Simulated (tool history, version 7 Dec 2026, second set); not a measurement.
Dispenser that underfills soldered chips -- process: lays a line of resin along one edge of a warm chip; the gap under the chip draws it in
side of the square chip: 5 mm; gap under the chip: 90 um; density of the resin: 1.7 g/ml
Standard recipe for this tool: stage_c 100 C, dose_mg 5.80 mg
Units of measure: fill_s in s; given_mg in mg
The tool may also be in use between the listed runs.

run	hour	stage_c	dose_mg	fill_s	given_mg
1	0.0	100	5.80	9.3	5.653
2	6.2	100	5.80	12.6	5.659
# hour 10.2: dispensing valve cleaned and set on the balance
# hour 15.4: new syringe of resin
3	15.9	100	5.80	8.4	5.788
4	21.6	97	5.80	11.5	5.792
5	27.6	97	5.80	15.1	5.750
# hour 34.3: new syringe of resin
6	34.6	97	5.80	8.4	5.767
7	41.5	93	6.24	14.3	6.176
8	48.5	99	4.90	16.2	4.840
# hour 52.9: new syringe of resin
9	54.1	99	4.90	8.2	4.849
10	59.3	108	6.15	7.3	6.049
11	67.9	113	5.91	8.7	5.795

Each row is a separate what-if for the run after 11, all from the same tool condition, not one after another. Results?
# hour 71.6: new syringe of resin
A	76.0	100	6.83	?	?
# hour 71.6: new syringe of resin
B	76.0	109	5.36	?	?
# hour 71.6: new syringe of resin
C	76.0	93	6.53	?	?
# hour 71.6: new syringe of resin
D	76.0	102	5.88	?	?
# hour 71.6: new syringe of resin
E	76.0	108	6.72	?	?

run	fill_s	given_mg
A	9.3	6.685
B	5.2	5.248
C	13.0	6.416
D	8.0	5.772
E	6.1	6.592
With no hidden state in the tool, these same runs would have given:
run	fill_s	given_mg
A	7.7	6.826
B	4.1	5.359
C	10.6	6.551
D	6.5	5.894
E	4.9	6.731
